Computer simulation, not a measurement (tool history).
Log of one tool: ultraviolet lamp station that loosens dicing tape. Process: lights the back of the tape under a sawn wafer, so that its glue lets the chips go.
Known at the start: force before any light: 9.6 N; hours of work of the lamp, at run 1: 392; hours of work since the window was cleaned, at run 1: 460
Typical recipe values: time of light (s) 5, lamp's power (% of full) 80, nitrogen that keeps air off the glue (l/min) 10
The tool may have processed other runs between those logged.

run,hour,time of light (s),lamp's power (% of full),nitrogen that keeps air off the glue (l/min),hours of work of the lamp,hours of work since the window was cleaned,force that peels the tape off (N),light that reached the tape (mJ/cm2)
1,0,5,80,10,392,460,0.857,183
2,18.6,5,80,10,402,470,0.896,184
3,38.2,5,80,10,412,480,0.845,185
4,49.2,5,80,10,417,485,0.882,179
5,60.4,3,80,10,423,491,2.18,111
6,70.5,3,80,10,428,496,2.319,107
7,83.8,5,80,10,435,503,0.916,179
8,106.5,5,80,10,447,515,0.917,173
9,125.1,5,80,10,456,524,0.927,176
10,136.6,5,80,10,462,530,0.967,176
11,158.9,5,60,10,474,542,1.718,134
12,171.5,5,60,10,480,548,1.692,128
13,194.3,5,70,10,492,560,1.355,143
14,214.2,5,80,10,502,570,1.088,169
15,224.4,2,69,10,507,575,4.439,57
16,242.6,4,66,5,516,584,2.866,109
# hour 252.6: window cleaned of glue's vapour
17,262.2,5,80,11,526,5,0.828,185
18,284.7,3,88,12,538,16,1.825,118
19,308.3,3,73,15,550,29,2.308,96
20,321.3,3,73,15,557,35,2.357,96
21,332.4,3,73,15,562,41,2.358,95
22,346,3,73,15,569,48,2.327,93
23,370.6,5,80,10,582,60,0.984,171
24,388.1,5,80,10,591,69,1.018,176
25,398.9,9,66,5,596,75,0.673,251
26,416.8,9,87,5,606,84,0.337,326
27,435.9,2,65,8,615,94,4.717,53
28,452,5,86,5,624,102,1.395,176

Describe how what the log doesn't record of the tool's condition differs between the last listed run preceding each entry between runs and the first listed run following it.
Between runs 16 and 17: window cleaned of glue's vapour (hour 252.6)
  lamp's light, % of a new lamp's: 69.2 -> 68.7; light that the window lets through, % of a clean one's: 89.4 -> 99.6
  measured result minus the result with no hidden state, force that peels the tape off (N): +1.461 -> +0.508; light that reached the tape (mJ/cm2): -66 -> -85
